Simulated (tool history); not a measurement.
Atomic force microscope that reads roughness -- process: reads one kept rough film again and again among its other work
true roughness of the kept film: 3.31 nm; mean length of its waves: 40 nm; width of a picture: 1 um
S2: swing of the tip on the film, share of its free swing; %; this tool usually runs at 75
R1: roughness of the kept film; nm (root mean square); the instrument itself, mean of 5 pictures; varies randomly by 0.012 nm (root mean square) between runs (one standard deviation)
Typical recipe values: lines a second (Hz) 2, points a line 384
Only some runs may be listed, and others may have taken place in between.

run 1 hour=0 | lines_a_second_(Hz)=2 S2=75 points_a_line=384 | R1=2.439
run 2 hour=14 | lines_a_second_(Hz)=2 S2=75 points_a_line=384 | R1=2.366
run 3 hour=24.4 | lines_a_second_(Hz)=2 S2=75 points_a_line=384 | R1=2.34
run 4 hour=40.6 | lines_a_second_(Hz)=2 S2=62 points_a_line=384 | R1=2.419
run 5 hour=55.4 | lines_a_second_(Hz)=2 S2=62 points_a_line=384 | R1=2.359
run 6 hour=69.7 | lines_a_second_(Hz)=2 S2=62 points_a_line=384 | R1=2.318
-- hour=83 new tip fitted
run 7 hour=85.9 | lines_a_second_(Hz)=2 S2=62 points_a_line=384 | R1=2.86
run 8 hour=93.7 | lines_a_second_(Hz)=2 S2=75 points_a_line=742 | R1=2.663
run 9 hour=109.1 | lines_a_second_(Hz)=2 S2=75 points_a_line=742 | R1=2.583
run 10 hour=123 | lines_a_second_(Hz)=2 S2=75 points_a_line=742 | R1=2.531
run 11 hour=133.7 | lines_a_second_(Hz)=2 S2=75 points_a_line=305 | R1=2.462
run 12 hour=140.3 | lines_a_second_(Hz)=2 S2=78 points_a_line=384 | R1=2.394
run 13 hour=147.1 | lines_a_second_(Hz)=2 S2=78 points_a_line=384 | R1=2.392
run 14 hour=157.7 | lines_a_second_(Hz)=2 S2=78 points_a_line=384 | R1=2.347
run 15 hour=170.2 | lines_a_second_(Hz)=2 S2=78 points_a_line=384 | R1=2.292
run 16 hour=183.8 | lines_a_second_(Hz)=2 S2=75 points_a_line=384 | R1=2.271
run 17 hour=190.5 | lines_a_second_(Hz)=2 S2=75 points_a_line=384 | R1=2.267
run 18 hour=198.7 | lines_a_second_(Hz)=2.98 S2=75 points_a_line=384 | R1=2.126
run 19 hour=210.5 | lines_a_second_(Hz)=2.98 S2=75 points_a_line=384 | R1=2.085
run 20 hour=220.5 | lines_a_second_(Hz)=2.51 S2=75 points_a_line=384 | R1=2.119
-- hour=232.3 new tip fitted
run 21 hour=234.8 | lines_a_second_(Hz)=0.66 S2=75 points_a_line=384 | R1=2.91
run 22 hour=249.2 | lines_a_second_(Hz)=1.63 S2=75 points_a_line=606 | R1=2.687
run 23 hour=259.3 | lines_a_second_(Hz)=1.63 S2=60 points_a_line=280 | R1=2.763
run 24 hour=271.9 | lines_a_second_(Hz)=2.06 S2=75 points_a_line=646 | R1=2.538
run 25 hour=281.4 | lines_a_second_(Hz)=2 S2=66 points_a_line=384 | R1=2.615
run 26 hour=294.3 | lines_a_second_(Hz)=0.56 S2=82 points_a_line=885 | R1=2.617
run 27 hour=301.7 | lines_a_second_(Hz)=2 S2=65 points_a_line=998 | R1=2.527
run 28 hour=313 | lines_a_second_(Hz)=2 S2=65 points_a_line=998 | R1=2.49
run 29 hour=320.3 | lines_a_second_(Hz)=1.56 S2=67 points_a_line=377 | R1=2.473
run 30 hour=328.7 | lines_a_second_(Hz)=1.56 S2=67 points_a_line=377 | R1=2.419
run 31 hour=338.4 | lines_a_second_(Hz)=3.44 S2=75 points_a_line=493 | R1=2.136
run 32 hour=353.4 | lines_a_second_(Hz)=1.35 S2=68 points_a_line=384 | R1=2.343
run 33 hour=360.2 | lines_a_second_(Hz)=1.15 S2=64 points_a_line=384 | R1=2.378

4 ways to go on from here, each from the tool as it stands after run 33. What would each give?
run A hour=371 | lines_a_second_(Hz)=2.62 S2=75 points_a_line=873 | R1=?
run B hour=371 | lines_a_second_(Hz)=0.9 S2=58 points_a_line=384 | R1=?
run C hour=371 | lines_a_second_(Hz)=0.87 S2=64 points_a_line=384 | R1=?
run D hour=371 | lines_a_second_(Hz)=1.15 S2=64 points_a_line=346 | R1=?

run=A R1=2.111
run=B R1=2.376
run=C R1=2.378
run=D R1=2.342
The same runs, with their run-to-run variation unchanged, on a tool lacking any hidden condition would have given:
run=A R1=2.649
run=B R1=2.983
run=C R1=2.982
run=D R1=2.939

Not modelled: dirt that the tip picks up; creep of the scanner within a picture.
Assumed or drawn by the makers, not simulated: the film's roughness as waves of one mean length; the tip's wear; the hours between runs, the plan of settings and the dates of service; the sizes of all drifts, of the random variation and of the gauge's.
